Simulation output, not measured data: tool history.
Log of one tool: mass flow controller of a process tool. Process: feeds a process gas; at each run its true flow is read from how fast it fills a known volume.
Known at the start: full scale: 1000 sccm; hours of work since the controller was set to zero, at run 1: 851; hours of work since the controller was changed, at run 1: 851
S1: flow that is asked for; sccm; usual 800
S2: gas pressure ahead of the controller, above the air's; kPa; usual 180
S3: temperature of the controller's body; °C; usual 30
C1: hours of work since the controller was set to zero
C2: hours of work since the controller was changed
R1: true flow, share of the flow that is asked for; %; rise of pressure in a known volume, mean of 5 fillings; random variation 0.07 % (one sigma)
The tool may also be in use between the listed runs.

run	hour	S1	S2	S3	C1	C2	R1
1	0	800	180	30	851	851	98.43
2	108.8	800	180	22	901	901	99.09
3	171.7	800	180	22	931	931	98.98
4	279.9	800	180	22	981	981	98.92
5	336.1	800	180	22	1007	1007	98.95
6	451.5	800	279	30	1061	1061	98.55
7	550.5	800	279	30	1107	1107	98.51
8	623.8	800	279	30	1141	1141	98.58
9	697.2	800	279	30	1175	1175	98.41
10	798.3	800	279	30	1223	1223	98.39
11	875.4	800	279	30	1258	1258	98.28
12	979.1	800	279	30	1307	1307	98.23
13	1067	800	180	35	1348	1348	97.67
14	1117.7	800	153	30	1371	1371	98.06
15	1218.6	800	180	30	1418	1418	98.18
16	1335.1	800	180	30	1473	1473	97.98
17	1429.6	800	180	30	1517	1517	97.95
18	1492.2	800	180	30	1546	1546	98.09
# hour 1498.7: controller's zero set anew
19	1592.8	800	180	30	44	1592	97.77
20	1678.3	800	184	30	84	1632	97.76
21	1753.4	800	184	30	119	1667	97.85
22	1846.4	800	166	30	162	1711	97.71
23	1914.6	800	166	30	194	1742	97.75
24	2010.4	800	166	30	238	1787	97.61
25	2086.7	800	198	24	274	1823	98.14
# hour 2135.8: controller's zero set anew, once more
26	2155.2	167	205	33	9	1854	96.22
27	2257.1	167	243	21	57	1902	97
28	2346.3	179	250	30	98	1943	96.35
29	2395.4	902	144	30	121	1966	98.35
30	2465.1	902	144	30	153	1999	98.26
31	2576.6	902	144	30	205	2051	98.4
32	2661.1	240	180	30	245	2090	96.25
33	2740.5	153	210	31	282	2127	95.87
34	2834.2	121	180	29	325	2171	95.77
35	2950.4	633	269	22	380	2225	98.23
36	3009.2	129	254	30	407	2252	95.51
37	3068.5	129	254	30	435	2280	95.54
38	3132.2	214	261	32	464	2310	95.9
39	3181.7	388	180	30	487	2333	96.56
40	3264.4	104	273	24	526	2371	95.49
41	3362.8	295	245	24	572	2417	96.81
42	3439.4	129	180	36	607	2453	94.7
43	3521.4	129	180	36	646	2491	94.63
44	3588.1	145	168	24	677	2522	95.68
45	3659.4	595	180	30	710	2555	97.04
46	3732.3	800	220	37	744	2589	97.17
47	3841	800	220	37	795	2640	97.23

Forecast run 48:
48	3946	180	168	20	843	2689	?

{"run 48": {"R1": 95.92}}
Without the tool's hidden state the same run would have given R1 97.99 %.
